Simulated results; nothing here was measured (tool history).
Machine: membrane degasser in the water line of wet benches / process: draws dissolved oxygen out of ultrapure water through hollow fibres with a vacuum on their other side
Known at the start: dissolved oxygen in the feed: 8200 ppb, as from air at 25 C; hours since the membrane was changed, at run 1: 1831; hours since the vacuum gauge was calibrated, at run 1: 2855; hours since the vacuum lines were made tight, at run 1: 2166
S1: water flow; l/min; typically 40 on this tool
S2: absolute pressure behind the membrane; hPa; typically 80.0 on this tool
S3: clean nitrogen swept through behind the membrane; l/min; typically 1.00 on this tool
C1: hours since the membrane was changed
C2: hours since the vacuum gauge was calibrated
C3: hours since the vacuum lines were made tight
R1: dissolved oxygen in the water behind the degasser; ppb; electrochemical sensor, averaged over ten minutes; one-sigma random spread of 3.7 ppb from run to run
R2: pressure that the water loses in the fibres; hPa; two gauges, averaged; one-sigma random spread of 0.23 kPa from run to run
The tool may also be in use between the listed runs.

run	day	S1	S2	S3	C1	C2	C3	R1	R2
1	0.000	40	80.0	1.00	1831	2855	2166	407.2	582.8
2	2.696	40	80.0	1.00	1896	2920	2231	400.9	578.9
3	4.812	40	80.0	1.00	1946	2970	2281	408.3	582.1
4	6.938	40	80.0	0.51	1997	3021	2332	659.2	583.5
5	9.375	57	80.0	0.51	2056	3080	2391	813.7	820.0
6	10.638	40	80.0	0.61	2086	3110	2421	591.6	578.1
7	13.146	40	80.0	0.61	2146	3170	2481	584.7	582.5
8	15.621	40	80.0	0.61	2206	3230	2541	582.3	581.1
9	17.842	40	67.6	1.00	2259	3283	2594	313.9	583.7
10	19.179	40	80.0	1.00	2291	3315	2626	418.0	582.4
11	20.533	58	80.0	1.00	2324	3348	2659	561.4	844.7
12	22.992	40	80.0	1.00	2383	3407	2718	410.3	582.7
13	24.092	40	80.0	1.00	2409	3433	2744	417.9	583.1
14	26.158	40	80.0	1.00	2459	3483	2794	418.1	583.4
15	27.592	40	80.0	1.00	2493	3517	2828	414.7	584.7
16	29.575	40	80.0	1.00	2541	3565	2876	419.6	584.5
17	31.542	26	175.1	0.60	2588	3612	2923	1143.3	382.2
18	34.038	50	83.5	1.33	2648	3672	2983	432.5	730.6
19	35.775	42	83.5	0.94	2689	3713	3025	475.5	615.7
20	37.567	46	83.5	2.34	2732	3756	3068	249.7	671.3
21	38.808	53	143.8	2.06	2762	3786	3097	628.7	778.6
22	40.821	39	63.4	2.97	2811	3835	3146	116.7	574.2
23	43.204	32	80.0	0.57	2868	3892	3203	535.8	470.4
24	45.512	32	80.0	0.57	2923	3947	3258	542.6	472.4
25	47.633	32	80.0	0.57	2974	3998	3309	533.1	472.8
26	49.850	32	80.0	0.57	3027	4051	3362	538.9	469.1
27	52.362	32	80.0	0.57	3088	4112	3423	538.6	468.9
28	54.458	33	80.0	1.50	3138	4162	3473	257.3	486.1
29	56.525	33	80.0	1.50	3187	4211	3523	261.5	487.2
30	58.100	30	80.0	2.67	3225	4249	3560	144.8	445.0
31	60.017	40	139.4	1.00	3271	4295	3606	843.0	591.5
32	61.979	40	139.4	1.00	3318	4342	3653	840.1	593.3

Same runs, no hidden state in the tool, same run-to-run variation:
Hidden state present: membrane still open, %; true pressure behind the membrane over the reading, kPa; air that leaks in behind the membrane, l/min; drift of the gauge itself on oxygen_ppb, %; drift of the gauge itself on loss_of_pressure_kpa, %.
run	R1	R2
1	373.6	565.7
2	367.2	561.2
3	373.4	564.0
4	605.6	564.9
5	747.1	792.9
6	541.4	558.7
7	534.3	562.3
8	531.4	560.3
9	275.6	562.5
10	378.8	560.8
11	508.9	813.0
12	370.8	560.3
13	377.4	560.4
14	377.2	560.2
15	373.7	561.1
16	377.7	560.5
17	1104.1	366.2
18	390.3	699.3
19	429.8	589.0
20	223.5	641.7
21	596.5	743.8
22	97.7	548.2
23	480.6	448.7
24	485.9	450.2
25	476.8	450.2
26	481.3	446.3
27	480.3	445.6
28	226.6	461.6
29	229.9	462.2
30	126.4	421.8
31	797.0	560.4
32	793.7	561.5

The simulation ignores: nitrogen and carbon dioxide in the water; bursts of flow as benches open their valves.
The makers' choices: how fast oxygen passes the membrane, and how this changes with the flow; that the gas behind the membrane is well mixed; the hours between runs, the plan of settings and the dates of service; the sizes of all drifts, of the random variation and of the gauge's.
